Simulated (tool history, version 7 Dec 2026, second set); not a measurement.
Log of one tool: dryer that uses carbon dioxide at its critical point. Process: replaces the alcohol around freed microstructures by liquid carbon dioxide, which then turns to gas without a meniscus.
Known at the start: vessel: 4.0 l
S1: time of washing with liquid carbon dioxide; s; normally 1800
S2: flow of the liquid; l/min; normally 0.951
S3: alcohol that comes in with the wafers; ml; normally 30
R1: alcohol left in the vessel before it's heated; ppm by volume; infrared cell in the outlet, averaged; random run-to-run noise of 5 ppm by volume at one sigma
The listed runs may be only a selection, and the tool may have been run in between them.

| run | hour | S1 | S2 | S3 | R1 |
|---|---|---|---|---|---|
| 1 | 0 | 1800 | 0.951 | 30 | 33 |
| 2 | 10.2 | 1800 | 0.841 | 30 | 53 |
| 3 | 22 | 1800 | 0.841 | 30 | 62 |
| 4 | 34.4 | 1800 | 0.841 | 23 | 46 |
| 5 | 43.4 | 1620 | 0.951 | 30 | 55 |
| 6 | 54.7 | 1620 | 0.951 | 30 | 63 |
| 7 | 63.7 | 1800 | 0.951 | 30 | 43 |
| 8 | 76.1 | 1200 | 0.951 | 30 | 173 |
| 9 | 85.7 | 1200 | 0.951 | 30 | 172 |
| 10 | 95.4 | 1800 | 0.951 | 30 | 37 |
| 11 | 100.5 | 1800 | 0.951 | 30 | 47 |
| 12 | 109.8 | 1680 | 0.951 | 113 | 143 |
| 13 | 115.5 | 1680 | 0.951 | 113 | 139 |
| 14 | 125.1 | 2580 | 0.665 | 113 | 118 |

Estimate the outcome of run 15 from the log above:
| 15 | 137.7 | 1080 | 1.571 | 50 | ? |

R1: 55 ppm by volume
The same run, on a tool lacking any hidden state, would have yielded R1 18 ppm by volume.
